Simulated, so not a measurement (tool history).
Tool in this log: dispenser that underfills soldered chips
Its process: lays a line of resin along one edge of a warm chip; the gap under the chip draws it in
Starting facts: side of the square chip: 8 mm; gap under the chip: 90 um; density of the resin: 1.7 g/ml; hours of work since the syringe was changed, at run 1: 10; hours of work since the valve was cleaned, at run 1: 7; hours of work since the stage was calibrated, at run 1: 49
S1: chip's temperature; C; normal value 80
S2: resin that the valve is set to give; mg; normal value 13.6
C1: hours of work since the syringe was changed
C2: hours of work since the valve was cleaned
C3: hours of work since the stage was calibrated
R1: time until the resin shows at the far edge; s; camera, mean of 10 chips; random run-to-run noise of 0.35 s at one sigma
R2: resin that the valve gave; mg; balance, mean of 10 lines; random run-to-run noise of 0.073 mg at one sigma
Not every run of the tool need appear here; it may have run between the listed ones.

run	hour	S1	S2	C1	C2	C3	R1	R2
1	0.0	80	13.6	10	7	49	39.0	13.52
# hour 2.0: new syringe of resin
2	5.9	80	13.6	3	11	53	22.4	13.47
3	10.6	80	13.6	6	14	56	29.0	13.54
# hour 18.8: new syringe of resin
4	18.8	80	13.6	0	20	62	18.3	13.46
5	27.7	80	13.6	6	26	68	29.2	13.32
6	34.1	80	13.6	11	30	73	41.6	13.36
# hour 35.5: new syringe of resin
7	39.1	80	13.6	3	34	76	22.3	13.21
8	45.5	80	13.6	7	38	80	31.0	13.31
# hour 52.1: new syringe of resin
9	54.6	95	13.6	2	44	86	12.4	13.15
# hour 61.9: dispensing valve cleaned and set on the balance
10	62.2	95	13.6	6	0	91	18.2	13.55
# hour 69.7: new syringe of resin
11	72.0	95	13.6	2	7	98	12.9	13.69
12	81.2	80	13.6	8	13	104	33.8	13.55
# hour 86.0: new syringe of resin
13	86.5	80	15.4	0	17	107	18.7	15.27
14	92.6	80	15.4	5	21	112	25.2	15.24
15	98.0	80	15.4	8	25	115	34.1	15.24
# hour 102.9: new syringe of resin
16	107.4	80	15.4	3	31	122	22.1	15.10
17	114.2	80	15.4	8	36	126	31.7	15.00
# hour 119.3: new syringe of resin
18	121.2	68	13.6	1	40	131	29.7	13.34
19	128.0	83	12.2	6	45	136	27.3	11.89
# hour 134.2: dispensing valve cleaned and set on the balance
20	134.6	83	12.2	10	0	140	37.1	11.99
# hour 136.6: new syringe of resin
21	139.6	83	12.2	2	4	143	19.9	12.12
22	144.5	83	12.2	5	7	146	25.3	12.09
23	150.0	72	12.2	9	11	150	51.6	12.01
# hour 153.5: new syringe of resin
24	159.5	91	13.6	4	17	156	17.6	13.44
25	164.4	94	16.2	8	21	160	20.7	15.97
# hour 170.2: new syringe of resin
26	171.7	94	16.2	1	25	165	12.5	15.76
27	180.4	80	16.3	7	31	171	31.0	15.95
# hour 186.8: new syringe of resin
28	189.2	74	13.9	2	37	177	25.4	13.53
29	196.7	95	15.2	7	43	182	19.1	14.66
# hour 203.1: new syringe of resin
30	204.8	88	17.0	1	48	187	14.7	16.40
# hour 206.5: dispensing valve cleaned and set on the balance
31	215.3	88	13.2	8	6	194	25.5	13.21
# hour 220.5: new syringe of resin
32	220.5	81	17.3	0	9	197	16.7	17.27
33	227.5	81	17.3	5	14	202	25.9	17.08
34	233.3	81	17.3	9	18	206	33.6	17.24
# hour 236.9: new syringe of resin
35	242.0	66	13.4	4	24	212	39.4	13.20

Consider 5 possible next runs. They are alternatives, not a sequence: every one starts from the tool as it was left by run 35. What does each give?
A	249.6	78	11.9	9	29	217	?	?
B	249.6	65	13.2	9	29	217	?	?
C	249.6	79	13.9	9	29	217	?	?
D	249.6	79	17.7	9	29	217	?	?
E	249.6	86	13.6	9	29	217	?	?

run	R1	R2
A	41.9	11.83
B	61.8	13.16
C	37.6	13.61
D	36.9	17.31
E	30.0	13.38
The same runs, with their run-to-run variation unchanged, on a tool lacking any hidden condition would have given:
run	R1	R2
A	20.4	12.03
B	29.8	13.38
C	18.2	13.84
D	17.7	17.61
E	14.3	13.61
